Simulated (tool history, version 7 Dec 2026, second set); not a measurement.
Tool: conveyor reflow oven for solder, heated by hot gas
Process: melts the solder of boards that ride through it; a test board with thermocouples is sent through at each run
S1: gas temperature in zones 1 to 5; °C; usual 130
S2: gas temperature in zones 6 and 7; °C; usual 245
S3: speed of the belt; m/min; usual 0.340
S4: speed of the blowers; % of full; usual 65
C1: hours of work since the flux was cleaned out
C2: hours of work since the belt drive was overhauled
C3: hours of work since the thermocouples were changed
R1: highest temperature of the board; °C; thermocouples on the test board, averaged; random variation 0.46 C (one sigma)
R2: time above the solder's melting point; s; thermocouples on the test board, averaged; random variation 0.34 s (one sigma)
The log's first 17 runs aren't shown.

| run | hour | S1 | S2 | S3 | S4 | C1 | C2 | C3 | R1 | R2 |
|---|---|---|---|---|---|---|---|---|---|---|
| 18 | 246.6 | 141 | 245 | 0.320 | 65 | 219 | 11 | 549 | 231.2 | 98.9 |
| 19 | 256.2 | 141 | 253 | 0.320 | 81 | 226 | 17 | 555 | 239.5 | 105.5 |
| 20 | 274.4 | 130 | 245 | 0.275 | 65 | 237 | 29 | 566 | 233.1 | 112.8 |
|  | 285.1 | thermocouples of zones 6 and 7 changed |
| 21 | 293.4 | 130 | 245 | 0.275 | 65 | 248 | 39 | 5 | 235.3 | 115.2 |
| 22 | 307.3 | 130 | 245 | 0.275 | 65 | 257 | 48 | 14 | 236.1 | 114.7 |
| 23 | 325.9 | 130 | 245 | 0.275 | 65 | 269 | 60 | 26 | 235.0 | 114.2 |
| 24 | 335.5 | 130 | 235 | 0.275 | 65 | 275 | 66 | 32 | 225.8 | 106.5 |
| 25 | 343.5 | 130 | 235 | 0.275 | 65 | 280 | 71 | 37 | 225.3 | 106.6 |
| 26 | 362.4 | 143 | 252 | 0.279 | 79 | 292 | 84 | 49 | 244.1 | 124.2 |
| 27 | 381.1 | 143 | 252 | 0.279 | 79 | 304 | 95 | 61 | 243.3 | 123.8 |
| 28 | 397.2 | 143 | 252 | 0.279 | 79 | 314 | 106 | 72 | 243.6 | 124.8 |
| 29 | 415.1 | 143 | 252 | 0.279 | 79 | 326 | 117 | 83 | 244.2 | 125.2 |
| 30 | 432.9 | 143 | 252 | 0.279 | 79 | 337 | 129 | 94 | 243.4 | 124.8 |

5 ways to go on from here, each from the tool as it stands after run 30. What would each give?
| A | 445.3 | 144 | 252 | 0.352 | 79 | 345 | 137 | 102 | ? | ? |
| B | 445.3 | 143 | 252 | 0.332 | 87 | 345 | 137 | 102 | ? | ? |
| C | 445.3 | 130 | 243 | 0.335 | 65 | 345 | 137 | 102 | ? | ? |
| D | 445.3 | 133 | 243 | 0.276 | 79 | 345 | 137 | 102 | ? | ? |
| E | 445.3 | 128 | 252 | 0.290 | 79 | 345 | 137 | 102 | ? | ? |

| run | R1 | R2 |
|---|---|---|
| A | 238.0 | 96.5 |
| B | 240.2 | 103.1 |
| C | 226.4 | 87.3 |
| D | 234.5 | 115.1 |
| E | 242.1 | 112.6 |
Without the tool's hidden state the same runs would have given:
| run | R1 | R2 |
|---|---|---|
| A | 239.5 | 97.0 |
| B | 241.6 | 103.5 |
| C | 227.8 | 88.5 |
| D | 235.7 | 115.9 |
| E | 243.4 | 113.2 |
